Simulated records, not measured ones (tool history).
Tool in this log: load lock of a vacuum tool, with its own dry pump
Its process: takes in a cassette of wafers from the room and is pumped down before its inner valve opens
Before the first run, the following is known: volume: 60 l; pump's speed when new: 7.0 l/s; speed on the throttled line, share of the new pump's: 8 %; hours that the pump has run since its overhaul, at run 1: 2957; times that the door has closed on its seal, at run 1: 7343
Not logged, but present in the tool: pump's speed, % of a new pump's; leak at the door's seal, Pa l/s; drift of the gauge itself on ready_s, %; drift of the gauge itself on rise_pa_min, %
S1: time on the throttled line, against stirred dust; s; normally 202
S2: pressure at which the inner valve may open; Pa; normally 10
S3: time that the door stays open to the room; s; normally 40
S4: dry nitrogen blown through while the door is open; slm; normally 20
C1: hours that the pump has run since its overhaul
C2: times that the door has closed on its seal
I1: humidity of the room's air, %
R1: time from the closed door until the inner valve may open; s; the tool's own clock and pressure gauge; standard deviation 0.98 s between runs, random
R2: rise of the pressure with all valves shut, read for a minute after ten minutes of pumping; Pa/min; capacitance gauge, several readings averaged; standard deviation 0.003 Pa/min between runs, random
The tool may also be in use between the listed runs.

{"run": 1, "day": 0.0, "S1": 202, "S2": 10, "S3": 40, "S4": 20, "C1": 2957, "C2": 7343, "I1": 44.2, "R1": 266.8, "R2": 0.066}
{"run": 2, "day": 4.538, "S1": 202, "S2": 10, "S3": 40, "S4": 20, "C1": 3066, "C2": 7849, "I1": 44.4, "R1": 266.5, "R2": 0.081}
{"run": 3, "day": 7.092, "S1": 202, "S2": 10, "S3": 40, "S4": 20, "C1": 3127, "C2": 8133, "I1": 42.1, "R1": 265, "R2": 0.081}
{"run": 4, "day": 9.912, "S1": 202, "S2": 10, "S3": 40, "S4": 20, "C1": 3195, "C2": 8448, "I1": 45.6, "R1": 265.2, "R2": 0.081}
{"run": 5, "day": 13.125, "S1": 202, "S2": 10, "S3": 40, "S4": 20, "C1": 3272, "C2": 8806, "I1": 44.9, "R1": 266.9, "R2": 0.079}
{"run": 6, "day": 17.692, "S1": 202, "S2": 18, "S3": 40, "S4": 20, "C1": 3382, "C2": 9315, "I1": 44.4, "R1": 261.5, "R2": 0.093}
{"run": 7, "day": 20.288, "S1": 202, "S2": 11, "S3": 40, "S4": 20, "C1": 3444, "C2": 9605, "I1": 45.3, "R1": 267, "R2": 0.093}
{"run": 8, "day": 22.667, "S1": 202, "S2": 10, "S3": 40, "S4": 20, "C1": 3501, "C2": 9870, "I1": 47.9, "R1": 267.6, "R2": 0.101}
{"run": 9, "day": 26.867, "S1": 202, "S2": 10, "S3": 40, "S4": 43, "C1": 3602, "C2": 10338, "I1": 44.4, "R1": 266.5, "R2": 0.09}
{"run": 10, "day": 30.204, "S1": 202, "S2": 10, "S3": 40, "S4": 9, "C1": 3682, "C2": 10711, "I1": 41.6, "R1": 267.1, "R2": 0.112}
{"run": 11, "day": 34.483, "S1": 357, "S2": 10, "S3": 50, "S4": 5, "C1": 3785, "C2": 11188, "I1": 39.7, "R1": 409.4, "R2": 0.121}
{"run": 12, "day": 38.333, "S1": 357, "S2": 10, "S3": 168, "S4": 5, "C1": 3877, "C2": 11617, "I1": 47.1, "R1": 407.7, "R2": 0.167}
{"run": 13, "day": 42.296, "S1": 286, "S2": 10, "S3": 34, "S4": 20, "C1": 3972, "C2": 12059, "I1": 44.4, "R1": 342.8, "R2": 0.116}
{"run": 14, "day": 45.496, "S1": 156, "S2": 15, "S3": 33, "S4": 43, "C1": 4049, "C2": 12416, "I1": 43.6, "R1": 220.7, "R2": 0.111}

Forecast run 15:
{"run": 15, "day": 50.808, "S1": 156, "S2": 15, "S3": 33, "S4": 43, "C1": 4176, "C2": 13008, "I1": 45.4, "R1": "?", "R2": "?"}

Run 15 measured R1 221.4 s, R2 0.119 Pa/min.
Had the tool carried no hidden state, the very same run would have given R1 218.8 s, R2 0.007 Pa/min.
